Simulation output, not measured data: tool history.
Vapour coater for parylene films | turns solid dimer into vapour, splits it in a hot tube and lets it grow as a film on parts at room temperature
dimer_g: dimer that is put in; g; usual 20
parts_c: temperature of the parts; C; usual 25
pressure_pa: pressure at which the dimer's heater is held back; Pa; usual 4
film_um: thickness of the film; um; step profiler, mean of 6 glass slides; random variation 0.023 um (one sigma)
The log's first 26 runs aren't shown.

Run 27, hour 767.3: usual settings but dimer_g 33 g, parts_c 28 C. Result: film_um 6.55 um.
Run 28, hour 789.9: usual settings but dimer_g 13 g. Result: film_um 2.83 um.
Run 29, hour 808: usual settings but dimer_g 13 g, parts_c 34 C, pressure_pa 5.49 Pa. Result: film_um 2.15 um.
Run 30, hour 827.6: usual settings but dimer_g 21 g, parts_c 26 C, pressure_pa 11.2 Pa. Result: film_um 4.05 um.
Run 31, hour 860.6: usual settings but dimer_g 26 g, pressure_pa 3.38 Pa. Result: film_um 5.72 um.
Run 32, hour 881.1: usual settings but dimer_g 26 g, parts_c 32 C, pressure_pa 3.38 Pa. Result: film_um 4.68 um.
Run 33, hour 910.8: usual settings but dimer_g 22 g, parts_c 34 C, pressure_pa 2.39 Pa. Result: film_um 3.82 um.
Run 34, hour 937.9: usual settings but dimer_g 11 g, parts_c 20 C, pressure_pa 3.69 Pa. Result: film_um 2.74 um.
Run 35, hour 971.3: usual settings but dimer_g 16 g, parts_c 18 C, pressure_pa 5.19 Pa. Result: film_um 4.06 um.
Run 36, hour 992.4: usual settings but dimer_g 32 g, parts_c 23 C, pressure_pa 5.57 Pa. Result: film_um 7.1 um.
Run 37, hour 1020.5: usual settings but dimer_g 32 g, parts_c 23 C, pressure_pa 5.57 Pa. Result: film_um 7.07 um.
Run 38, hour 1056.6: usual settings but dimer_g 22 g, pressure_pa 3.56 Pa. Result: film_um 4.77 um.
Run 39, hour 1075.2: usual settings but dimer_g 13 g, parts_c 26 C, pressure_pa 10.68 Pa. Result: film_um 2.45 um.
Run 40, hour 1091.9: usual settings but dimer_g 13 g, parts_c 19 C, pressure_pa 6.88 Pa. Result: film_um 3.13 um.
Run 41, hour 1110.3: usual settings but dimer_g 13 g, parts_c 19 C, pressure_pa 6.88 Pa. Result: film_um 3.11 um.
Run 42, hour 1147.7: usual settings but dimer_g 13 g, parts_c 19 C, pressure_pa 6.88 Pa. Result: film_um 3.14 um.
Run 43, hour 1166.9: usual settings but dimer_g 13 g, parts_c 18 C, pressure_pa 11.25 Pa. Result: film_um 3.07 um.
Run 44, hour 1186.2: usual settings but pressure_pa 2.57 Pa. Result: film_um 4.44 um.
Run 45, hour 1211.7: usual settings but pressure_pa 2.57 Pa. Result: film_um 4.43 um.

Forecast each of these 4 alternatives for the next run:
Run A, hour 1250.1: usual settings but parts_c 31 C, pressure_pa 4.16 Pa. Result: film_um ?.
Run B, hour 1250.1: usual settings but dimer_g 23 g, parts_c 21 C, pressure_pa 2.21 Pa. Result: film_um ?.
Run C, hour 1250.1: usual settings but dimer_g 11 g, pressure_pa 6.03 Pa. Result: film_um ?.
Run D, hour 1250.1: usual settings but dimer_g 9 g, parts_c 18 C, pressure_pa 5.36 Pa. Result: film_um ?.

run  film_um
  A     3.56
  B      5.8
  C     2.27
  D     2.29
Without the tool's hidden state the same runs would have given:
run  film_um
  A     3.75
  B      6.1
  C     2.39
  D      2.4
